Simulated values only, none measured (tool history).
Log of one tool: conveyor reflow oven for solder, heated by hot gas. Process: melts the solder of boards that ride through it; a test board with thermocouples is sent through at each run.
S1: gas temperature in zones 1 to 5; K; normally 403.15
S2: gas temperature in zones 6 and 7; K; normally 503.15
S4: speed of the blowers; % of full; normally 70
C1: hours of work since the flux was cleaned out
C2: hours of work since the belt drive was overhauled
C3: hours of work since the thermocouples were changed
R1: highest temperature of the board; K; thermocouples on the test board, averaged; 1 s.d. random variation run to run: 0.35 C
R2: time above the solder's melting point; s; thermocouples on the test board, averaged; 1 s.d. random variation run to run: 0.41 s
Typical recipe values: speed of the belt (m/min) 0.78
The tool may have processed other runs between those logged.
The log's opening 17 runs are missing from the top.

Run 18, day 9.654: usual settings but S1 394.15 K, S2 511.15 K, speed of the belt (m/min) 0.626, S4 66 % of full; C1 81; C2 682; C3 482. Result: R1 489.55 K, R2 51.1 s.
Run 19, day 10.45: usual settings but S1 413.15 K, S2 496.15 K, speed of the belt (m/min) 0.892, S4 74 % of full; C1 91; C2 691; C3 491. Result: R1 471.85 K, R2 24.9 s.
Run 20, day 11.075: usual settings but S1 389.15 K, S2 512.15 K, speed of the belt (m/min) 0.819; C1 98; C2 698; C3 498. Result: R1 479.05 K, R2 30 s.
Run 21, day 11.733: usual settings but speed of the belt (m/min) 0.843; C1 105; C2 706; C3 506. Result: R1 475.25 K, R2 26.8 s.
Run 22, day 12.371: usual settings but S1 413.15 K, S2 515.15 K, S4 64 % of full; C1 113; C2 713; C3 513. Result: R1 487.25 K, R2 42.3 s.
Run 23, day 12.804: usual settings but S2 494.15 K, speed of the belt (m/min) 0.806; C1 117; C2 718; C3 518. Result: R1 469.75 K, R2 23 s.
Run 24, day 13.212: usual settings but S1 408.15 K; C1 122; C2 723; C3 523. Result: R1 479.35 K, R2 35.7 s.
Run 25, day 13.762: usual settings but S1 408.15 K, S4 64 % of full; C1 128; C2 729; C3 529. Result: R1 476.85 K, R2 32.5 s.
Run 26, day 14.475: usual settings but S1 408.15 K, S4 64 % of full; C1 137; C2 737; C3 537. Result: R1 476.55 K, R2 32 s.
Run 27, day 15.338: usual settings but speed of the belt (m/min) 0.864, S4 82 % of full; C1 146; C2 747; C3 547. Result: R1 478.55 K, R2 31.1 s.
Run 28, day 16.012: usual settings but speed of the belt (m/min) 0.864, S4 82 % of full; C1 154; C2 755; C3 555. Result: R1 479.15 K, R2 31.1 s.
Run 29, day 16.583: usual settings but S2 495.15 K, speed of the belt (m/min) 0.772, S4 82 % of full; C1 161; C2 761; C3 561. Result: R1 476.25 K, R2 33.7 s.
Run 30, day 17.088: usual settings but S2 495.15 K, speed of the belt (m/min) 0.772, S4 82 % of full; C1 167; C2 767; C3 567. Result: R1 476.15 K, R2 32.5 s.

Alternative continuations, all from the tool just after run 30; predict every row:
Run A, day 17.542: usual settings but S2 501.15 K, speed of the belt (m/min) 0.655; C1 172; C2 772; C3 572. Result: R1 ?, R2 ?.
Run B, day 17.542: usual settings but S2 495.15 K, speed of the belt (m/min) 0.772, S4 67 % of full; C1 172; C2 772; C3 572. Result: R1 ?, R2 ?.
Run C, day 17.542: usual settings but speed of the belt (m/min) 0.661, S4 52 % of full; C1 172; C2 772; C3 572. Result: R1 ?, R2 ?.

run      R1    R2
  A  482.75  45.1
  B  471.55  25.4
  C  475.65  35.4
Take away the tool's hidden state, keep each run's random variation, and the runs would have read:
run      R1    R2
  A  482.75  45.1
  B  471.55  25.3
  C  475.65  35.3
